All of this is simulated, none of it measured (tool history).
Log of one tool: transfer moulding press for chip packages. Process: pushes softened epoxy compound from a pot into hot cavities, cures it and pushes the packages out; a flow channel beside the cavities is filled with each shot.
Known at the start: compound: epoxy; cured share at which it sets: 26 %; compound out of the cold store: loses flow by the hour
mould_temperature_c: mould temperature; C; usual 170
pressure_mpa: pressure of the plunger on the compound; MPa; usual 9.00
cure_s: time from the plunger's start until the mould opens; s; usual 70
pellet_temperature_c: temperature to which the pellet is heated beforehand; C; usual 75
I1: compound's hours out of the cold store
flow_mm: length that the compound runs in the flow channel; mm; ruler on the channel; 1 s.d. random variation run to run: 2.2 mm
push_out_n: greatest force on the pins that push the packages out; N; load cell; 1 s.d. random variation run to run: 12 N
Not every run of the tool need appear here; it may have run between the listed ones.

run 1 day=0.000 | mould_temperature_c=170 pressure_mpa=9.00 cure_s=70 pellet_temperature_c=75 | I1=47.4 | flow_mm=718 push_out_n=667
run 2 day=0.812 | mould_temperature_c=170 pressure_mpa=9.00 cure_s=69 pellet_temperature_c=75 | I1=39.5 | flow_mm=731 push_out_n=834
run 3 day=1.617 | mould_temperature_c=170 pressure_mpa=9.00 cure_s=70 pellet_temperature_c=75 | I1=46.5 | flow_mm=711 push_out_n=852
run 4 day=2.075 | mould_temperature_c=170 pressure_mpa=9.00 cure_s=70 pellet_temperature_c=75 | I1=42.0 | flow_mm=723 push_out_n=878
-- day=2.521 cavities cleaned with cleaning compound and waxed
run 5 day=2.996 | mould_temperature_c=170 pressure_mpa=9.00 cure_s=70 pellet_temperature_c=75 | I1=11.9 | flow_mm=806 push_out_n=785
run 6 day=3.450 | mould_temperature_c=170 pressure_mpa=9.00 cure_s=65 pellet_temperature_c=75 | I1=46.4 | flow_mm=709 push_out_n=960
run 7 day=4.362 | mould_temperature_c=170 pressure_mpa=9.00 cure_s=65 pellet_temperature_c=75 | I1=47.7 | flow_mm=702 push_out_n=1036
run 8 day=5.025 | mould_temperature_c=170 pressure_mpa=9.00 cure_s=65 pellet_temperature_c=75 | I1=47.8 | flow_mm=698 push_out_n=1063
-- day=5.383 cavities cleaned with cleaning compound and waxed
run 9 day=5.950 | mould_temperature_c=170 pressure_mpa=9.00 cure_s=65 pellet_temperature_c=75 | I1=31.1 | flow_mm=735 push_out_n=870
run 10 day=6.638 | mould_temperature_c=170 pressure_mpa=9.00 cure_s=70 pellet_temperature_c=75 | I1=42.5 | flow_mm=712 push_out_n=810
run 11 day=7.421 | mould_temperature_c=170 pressure_mpa=9.00 cure_s=70 pellet_temperature_c=75 | I1=20.2 | flow_mm=767 push_out_n=920
-- day=8.267 cavities cleaned with cleaning compound and waxed
run 12 day=8.438 | mould_temperature_c=173 pressure_mpa=10.20 cure_s=73 pellet_temperature_c=75 | I1=10.6 | flow_mm=827 push_out_n=548
-- day=8.958 mould's thermocouples calibrated
run 13 day=9.550 | mould_temperature_c=174 pressure_mpa=10.85 cure_s=96 pellet_temperature_c=69 | I1=16.5 | flow_mm=829 push_out_n=541
run 14 day=10.179 | mould_temperature_c=174 pressure_mpa=9.87 cure_s=97 pellet_temperature_c=65 | I1=44.0 | flow_mm=717 push_out_n=597
run 15 day=10.629 | mould_temperature_c=173 pressure_mpa=9.00 cure_s=70 pellet_temperature_c=79 | I1=31.6 | flow_mm=713 push_out_n=750
run 16 day=11.054 | mould_temperature_c=173 pressure_mpa=9.00 cure_s=70 pellet_temperature_c=79 | I1=23.3 | flow_mm=733 push_out_n=767
-- day=11.300 plunger's sealing rings changed
-- day=11.362 cavities cleaned with cleaning compound and waxed
run 17 day=12.100 | mould_temperature_c=166 pressure_mpa=9.00 cure_s=109 pellet_temperature_c=74 | I1=13.6 | flow_mm=825 push_out_n=527
run 18 day=13.133 | mould_temperature_c=170 pressure_mpa=9.15 cure_s=67 pellet_temperature_c=73 | I1=27.9 | flow_mm=770 push_out_n=959

For run 19, what comes out?
run 19 day=13.650 | mould_temperature_c=170 pressure_mpa=9.15 cure_s=67 pellet_temperature_c=73 | I1=25.1 | flow_mm=? push_out_n=?

Run 19 measured flow_mm 778 mm, push_out_n 987 N.
With no hidden state in the tool, this same run would have given flow_mm 785 mm, push_out_n 638 N.
